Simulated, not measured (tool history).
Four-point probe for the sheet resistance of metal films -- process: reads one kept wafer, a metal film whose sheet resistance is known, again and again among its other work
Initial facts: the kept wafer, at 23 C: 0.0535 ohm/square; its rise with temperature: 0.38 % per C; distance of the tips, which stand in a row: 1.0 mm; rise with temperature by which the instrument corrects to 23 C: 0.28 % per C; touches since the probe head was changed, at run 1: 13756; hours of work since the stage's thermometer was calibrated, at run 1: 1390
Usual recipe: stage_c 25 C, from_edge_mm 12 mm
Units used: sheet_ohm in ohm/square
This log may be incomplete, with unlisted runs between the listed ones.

run    hour  stage_c  from_edge_mm  touches since the probe head was changed  hours of work since the stage's thermometer was calibrated  sheet_ohm
  1       0       25            12                                     13756                                                        1390   0.053742
  2    58.4       25            12                                     16213                                                        1433   0.053708
  3     147       25            12                                     19940                                                        1500   0.053704
  4   220.2       34            12                                     23023                                                        1554    0.05414
  5   298.2       25            12                                     26303                                                        1612   0.053644
  6   349.8       25            18                                     28475                                                        1651   0.053521
  7   441.9       25            12                                     32348                                                        1719   0.053615
  8   515.8       25            12                                     35459                                                        1775   0.053549
  9   574.3       32            12                                     37918                                                        1818   0.053917
 10   666.2       32            12                                     41785                                                        1887   0.053876
 11     711       32            12                                     43671                                                        1920   0.053891
 12   798.3       32            12                                     47343                                                        1985   0.053837
 13   848.9       32            12                                     49472                                                        2023   0.053822
 14   897.9       34            12                                     51533                                                        2060   0.053913
 15   982.5       25            12                                     55090                                                        2123   0.053392
 16  1079.1       25            12                                     59157                                                        2195   0.053352
 17    1131       25            12                                     61342                                                        2233   0.053358
 18  1224.5       25            12                                     65273                                                        2303   0.053322
 19  1277.2       25            33                                     67492                                                        2342   0.053111
     1290.7  -- new probe head fitted
 20    1336       25            33                                      1907                                                        2386   0.053807
 21    1393       25            33                                      4304                                                        2428   0.053783
 22  1448.6       25            12                                      6646                                                        2470   0.053956
 23  1511.3       25            12                                      9283                                                        2516   0.053932
     1605.8  -- stage's thermometer calibrated
 24  1612.7       25            12                                     13526                                                           5   0.053871
 25  1664.8       29            12                                     15717                                                          44   0.054039
 26  1763.8       19            25                                     19883                                                         118   0.053327
 27  1812.8       21             6                                     21946                                                         154   0.054172
     1849.1  -- stage's thermometer calibrated, once more
 28  1907.4       25            21                                     25904                                                          43   0.053776
 29  2012.7       25            21                                     30336                                                         122   0.053734
 30  2079.2       25            21                                     33131                                                         172   0.053692
 31  2172.2       28            12                                     37046                                                         241   0.053968
 32    2216       20             4                                     38887                                                         274   0.055058
 33  2265.8       20             4                                     40982                                                         311   0.055034
 34  2355.1       30            29                                     44742                                                         377   0.053838
 35  2459.9       20            30                                     49152                                                         456   0.053262
 36  2515.1       20            66                                     51471                                                         497   0.053208
 37  2609.7       20            14                                     55453                                                         567   0.053351
 38  2684.9       24             9                                     58615                                                         623   0.053721
 39  2788.3       29            70                                     62966                                                         700   0.053608
 40  2886.8       34            53                                     67109                                                         774   0.053821
     2903.4  -- new probe head fitted
 41  2986.5       30            17                                      3495                                                         848   0.053491
 42    3041       25            68                                      5791                                                         888   0.053126
 43  3085.5       30            26                                      7662                                                         921   0.053402
 44  3141.7       21             4                                     10024                                                         963   0.054601
 45  3214.8       26             3                                     13102                                                        1018   0.056077

Some steps in sheet_ohm between neighbouring runs. How much of each would the tool show without its hidden state too (settings, what came in, random variation), and how much is left for the hidden state, with any gauge scatter that isn't in both results?
The hidden state here: inner tips' distance over the nominal, %; tips' flats over new ones', %; wafer's true temperature over the reading, C; drift of the gauge itself on sheet_ohm, %.
Run 19 -> 20: new probe head fitted. sheet_ohm +0.000696 ohm/square: hidden state +0.000684, all else +0.000012.
Run 27 -> 28: stage_c 21 -> 25, from_edge_mm 6 -> 21, stage's thermometer calibrated, once more. sheet_ohm -0.000396 ohm/square: hidden state +0.000119, all else -0.000515.
Run 33 -> 34: stage_c 20 -> 30, from_edge_mm 4 -> 29. sheet_ohm -0.001196 ohm/square: hidden state -0.00003, all else -0.001166.
Run 40 -> 41: stage_c 34 -> 30, from_edge_mm 53 -> 17, new probe head fitted. sheet_ohm -0.00033 ohm/square: hidden state -0.000225, all else -0.000105.
Run 43 -> 44: stage_c 30 -> 21, from_edge_mm 26 -> 4. sheet_ohm +0.001199 ohm/square: hidden state -0.000034, all else +0.001233.
Run 44 -> 45: stage_c 21 -> 26, from_edge_mm 4 -> 3. sheet_ohm +0.001476 ohm/square: hidden state -0.00004, all else +0.001516.
